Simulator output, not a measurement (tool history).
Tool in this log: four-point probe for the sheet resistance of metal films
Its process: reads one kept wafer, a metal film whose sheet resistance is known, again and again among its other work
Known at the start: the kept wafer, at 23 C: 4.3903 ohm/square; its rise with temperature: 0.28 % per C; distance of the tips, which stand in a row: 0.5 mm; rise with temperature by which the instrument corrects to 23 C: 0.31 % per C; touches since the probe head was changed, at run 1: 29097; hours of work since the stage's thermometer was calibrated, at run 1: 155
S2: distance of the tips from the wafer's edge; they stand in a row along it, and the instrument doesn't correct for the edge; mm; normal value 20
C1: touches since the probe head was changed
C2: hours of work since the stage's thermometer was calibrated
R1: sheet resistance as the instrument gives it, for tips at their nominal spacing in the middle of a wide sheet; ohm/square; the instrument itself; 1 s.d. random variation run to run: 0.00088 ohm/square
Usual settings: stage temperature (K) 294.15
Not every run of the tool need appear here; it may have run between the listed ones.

run 1 hour=0.0 | stage_temperature_(K)=294.15 S2=20 | C1=29097 C2=155 | R1=4.354273
run 2 hour=8.5 | stage_temperature_(K)=294.15 S2=20 | C1=29551 C2=162 | R1=4.352223
run 3 hour=18.8 | stage_temperature_(K)=307.15 S2=20 | C1=30102 C2=170 | R1=4.335639
run 4 hour=33.9 | stage_temperature_(K)=301.15 S2=20 | C1=30911 C2=181 | R1=4.343005
run 5 hour=48.7 | stage_temperature_(K)=301.15 S2=20 | C1=31704 C2=192 | R1=4.343161
run 6 hour=62.7 | stage_temperature_(K)=294.15 S2=9 | C1=32458 C2=203 | R1=4.357120
run 7 hour=72.2 | stage_temperature_(K)=294.15 S2=9 | C1=32962 C2=210 | R1=4.356169
run 8 hour=91.6 | stage_temperature_(K)=294.15 S2=20 | C1=34002 C2=225 | R1=4.348797
run 9 hour=109.3 | stage_temperature_(K)=294.15 S2=20 | C1=34950 C2=239 | R1=4.348266
run 10 hour=121.0 | stage_temperature_(K)=294.15 S2=20 | C1=35580 C2=248 | R1=4.348578
run 11 hour=135.6 | stage_temperature_(K)=294.15 S2=20 | C1=36358 C2=259 | R1=4.348817
run 12 hour=148.7 | stage_temperature_(K)=307.15 S2=20 | C1=37060 C2=269 | R1=4.331313
run 13 hour=158.2 | stage_temperature_(K)=294.15 S2=6 | C1=37570 C2=276 | R1=4.361383
-- hour=160.1 stage's thermometer calibrated
run 14 hour=167.3 | stage_temperature_(K)=296.15 S2=22 | C1=38032 C2=6 | R1=4.343906
run 15 hour=181.4 | stage_temperature_(K)=296.15 S2=22 | C1=38789 C2=16 | R1=4.340957
run 16 hour=193.1 | stage_temperature_(K)=293.15 S2=46 | C1=39412 C2=25 | R1=4.344971
-- hour=201.0 stage's thermometer calibrated, once more
run 17 hour=209.3 | stage_temperature_(K)=301.15 S2=3 | C1=40252 C2=6 | R1=4.399977
run 18 hour=223.4 | stage_temperature_(K)=301.15 S2=20 | C1=41010 C2=17 | R1=4.337050
run 19 hour=237.3 | stage_temperature_(K)=291.15 S2=40 | C1=41752 C2=28 | R1=4.347615

Consider 3 possible next runs. They are alternatives, not a sequence: every one starts from the tool as it was left by run 19. What does each give?
run A hour=256.3 | stage_temperature_(K)=307.15 S2=47 | C1=42771 C2=42 | R1=?
run B hour=256.3 | stage_temperature_(K)=293.15 S2=7 | C1=42771 C2=42 | R1=?
run C hour=256.3 | stage_temperature_(K)=307.15 S2=20 | C1=42771 C2=42 | R1=?

run=A R1=4.325291
run=B R1=4.355652
run=C R1=4.328796
What these runs would have given with no unlogged condition in the tool:
run=A R1=4.375768
run=B R1=4.406430
run=C R1=4.379312

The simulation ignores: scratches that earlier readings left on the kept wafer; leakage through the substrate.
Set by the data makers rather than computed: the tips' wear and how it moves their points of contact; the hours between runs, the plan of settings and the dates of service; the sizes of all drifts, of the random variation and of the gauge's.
